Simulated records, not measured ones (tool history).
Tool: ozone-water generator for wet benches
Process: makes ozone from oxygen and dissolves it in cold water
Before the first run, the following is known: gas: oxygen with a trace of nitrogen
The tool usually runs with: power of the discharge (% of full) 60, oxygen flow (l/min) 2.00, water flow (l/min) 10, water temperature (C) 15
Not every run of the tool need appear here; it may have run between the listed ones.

run    hour  power of the discharge (% of full)  oxygen flow (l/min)  water flow (l/min)  water temperature (C)  dissolved ozone (ppm)  ozone in the gas ahead of the water (g/m3)
  1     0.0                                  60                 2.00                  10                     15                   10.3                                       124.8
  2   102.6                                  60                 2.00                  10                     15                   10.5                                       123.3
  3   184.6                                  60                 2.00                  15                     15                    6.9                                       121.8
  4   276.9                                  60                 2.00                  10                     21                    9.5                                       123.3
  5   390.6                                  60                 2.00                  10                     21                    9.5                                       123.1
  6   507.1                                  60                 2.00                  10                     21                    9.5                                       122.9
  7   679.2                                  60                 2.00                  10                     21                    9.5                                       121.3
  8   797.7                                  60                 2.00                  10                     21                    9.3                                       122.4
  9   901.0                                  60                 2.00                  10                      9                   10.9                                       122.5
 10   993.0                                  60                 2.00                  10                     15                   10.1                                       122.3
 11  1084.5                                  60                 1.72                  10                     15                    9.7                                       129.5
 12  1205.6                                  60                 1.72                  10                     15                    9.7                                       128.1
 13  1361.9                                  60                 1.72                  10                     15                    9.7                                       128.6
 14  1451.1                                  60                 1.72                  10                     15                    9.7                                       128.9
     1468.1  -- contactor cleaned
 15  1565.1                                  60                 1.72                  10                     15                    9.7                                       129.7
 16  1705.6                                  60                 2.00                  10                     15                    9.8                                       122.0
 17  1854.3                                  60                 2.00                  10                     15                   10.0                                       121.0
 18  1952.0                                  43                 2.55                  11                     13                    7.3                                        82.1
 19  2025.3                                  58                 2.00                  10                     15                    9.6                                       118.4
 20  2128.3                                  70                 1.25                  10                     15                    9.8                                       165.0
     2198.1  -- contactor cleaned, once more
 21  2278.1                                  51                 1.13                   9                      7                    9.1                                       132.5
     2319.8  -- water thermometer calibrated
 22  2424.8                                  74                 1.56                  15                     21                    7.6                                       159.0
 23  2546.7                                  74                 2.67                  15                     21                    8.5                                       126.5
 24  2620.7                                  74                 2.67                  15                     21                    8.5                                       127.0
 25  2705.2                                  76                 2.10                  15                     14                    8.9                                       142.6
 26  2781.6                                  60                 1.16                  10                     13                    9.0                                       149.8
 27  2905.9                                  53                 1.81                  10                     20                    8.6                                       112.0
 28  2976.7                                  53                 1.81                  10                     20                    8.6                                       111.9
 29  3123.0                                  61                 1.81                  15                     16                    6.8                                       125.8
 30  3243.6                                  60                 2.00                  16                      8                    6.7                                       117.4
 31  3356.6                                  63                 2.09                  14                     10                    8.2                                       120.1
 32  3516.5                                  63                 2.09                   9                     10                   12.6                                       120.0
 33  3605.2                                  56                 2.97                   9                     18                   10.3                                        93.9
 34  3703.7                                  56                 2.97                   9                     18                   10.7                                        94.9

How would selected steps in dissolved ozone (ppm) from run to run divide? Give the signed amount a tool lacking its hidden state would still show from settings, what came in and random variation, and the signed amount left for the hidden state, including any gauge scatter that is not in both of the compared results.
The tool's hidden condition here consists of: yield of the discharge, % of new electrodes'; contactor's efficiency, % of a clean one's; true water temperature over the reading, C; drift of the gauge itself on ozone_ppm, %; drift of the gauge itself on gas_g_m3, %.
Run 2 -> 3: water flow (l/min) 10 -> 15. dissolved ozone (ppm) -3.6: hidden state +0.2, all else -3.8.
Run 17 -> 18: power of the discharge (% of full) 60 -> 43, oxygen flow (l/min) 2.00 -> 2.55, water flow (l/min) 10 -> 11, water temperature (C) 15 -> 13. dissolved ozone (ppm) -2.7: hidden state +0.4, all else -3.1.
Run 18 -> 19: power of the discharge (% of full) 43 -> 58, oxygen flow (l/min) 2.55 -> 2.00, water flow (l/min) 11 -> 10, water temperature (C) 13 -> 15. dissolved ozone (ppm) +2.3: hidden state -0.3, all else +2.6.
Run 20 -> 21: power of the discharge (% of full) 70 -> 51, oxygen flow (l/min) 1.25 -> 1.13, water flow (l/min) 10 -> 9, water temperature (C) 15 -> 7, contactor cleaned, once more. dissolved ozone (ppm) -0.7: hidden state +0.8, all else -1.5.
Run 31 -> 32: water flow (l/min) 14 -> 9. dissolved ozone (ppm) +4.4: hidden state -0.3, all else +4.7.

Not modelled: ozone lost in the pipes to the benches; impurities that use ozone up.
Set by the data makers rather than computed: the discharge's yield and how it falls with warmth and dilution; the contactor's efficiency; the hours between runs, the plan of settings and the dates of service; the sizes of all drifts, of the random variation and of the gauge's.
